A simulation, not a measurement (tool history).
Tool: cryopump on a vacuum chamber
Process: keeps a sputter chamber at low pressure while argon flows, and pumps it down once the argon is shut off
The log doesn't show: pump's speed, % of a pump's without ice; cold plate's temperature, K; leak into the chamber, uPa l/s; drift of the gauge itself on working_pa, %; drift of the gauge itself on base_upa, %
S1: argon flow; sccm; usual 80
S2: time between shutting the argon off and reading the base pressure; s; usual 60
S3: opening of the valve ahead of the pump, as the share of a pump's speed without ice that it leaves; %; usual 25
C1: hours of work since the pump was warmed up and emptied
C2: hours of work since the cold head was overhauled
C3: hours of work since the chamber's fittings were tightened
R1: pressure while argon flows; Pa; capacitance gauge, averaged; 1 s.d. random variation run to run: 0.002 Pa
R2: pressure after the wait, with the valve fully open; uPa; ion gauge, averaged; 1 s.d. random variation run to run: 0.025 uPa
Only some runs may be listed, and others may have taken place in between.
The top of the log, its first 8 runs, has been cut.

run	hour	S1	S2	S3	C1	C2	C3	R1	R2
9	651.3	80	246	25	767	1660	374	0.5159	0.62
# hour 681.4: pump warmed up, emptied and cooled again
10	719.4	49	246	25	34	1715	430	0.2989	0.49
11	787.4	80	21	25	94	1776	490	0.4911	2.56
12	897.8	109	60	25	191	1873	588	0.6784	1.16
13	962.3	109	60	25	248	1930	645	0.6832	1.17
14	1080.8	109	60	25	353	2035	749	0.684	1.17
15	1171.4	109	60	25	433	2115	830	0.6895	1.18
16	1296.5	109	268	25	544	2226	940	0.693	0.63
17	1376.7	109	268	25	615	2297	1011	0.6964	0.7
18	1474.1	109	268	25	701	2383	1097	0.702	0.69
19	1527.7	69	268	54	749	2431	1145	0.2216	0.71
# hour 1575.8: pump warmed up, emptied and cooled again
20	1594.1	111	41	25	16	2485	1199	0.6768	1.53
21	1716.4	111	41	25	124	2593	1307	0.6877	1.57
22	1774.2	86	48	42	175	2644	1358	0.3215	1.48
23	1884.1	86	48	42	273	2741	1456	0.3252	1.48
24	1999.5	86	48	42	375	2843	1558	0.3294	1.47
25	2107.3	86	48	42	470	2939	1653	0.3304	1.65
26	2227.6	86	48	42	577	3045	1759	0.34	1.57
27	2355.1	93	48	30	689	3158	1872	0.505	1.62
# hour 2477.1: pump warmed up, emptied and cooled again
28	2487.4	85	44	30	9	3270	1985	0.4323	1.65
29	2559.7	85	44	30	73	3334	2049	0.435	1.59
30	2651.7	155	90	15	154	3416	2130	1.5956	1.12
31	2708.1	106	98	60	204	3466	2180	0.2843	1.16
32	2809.4	80	217	19	294	3555	2270	0.6544	0.87
33	2929.7	80	217	51	400	3662	2376	0.2585	0.92

4 options for the next run, each taken on its own from the tool as it stands now. Forecast them:
A	3022.3	159	156	30	482	3744	2458	?	?
B	3022.3	141	217	17	482	3744	2458	?	?
C	3022.3	113	41	28	482	3744	2458	?	?
D	3022.3	125	217	51	482	3744	2458	?	?

run	R1	R2
A	0.8552	0.99
B	1.3127	0.96
C	0.6454	1.83
D	0.4061	0.92
With the hidden condition removed and each run's random variation left untouched, the same runs would have given:
run	R1	R2
A	0.8126	0.51
B	1.2748	0.49
C	0.6153	1.36
D	0.3729	0.45
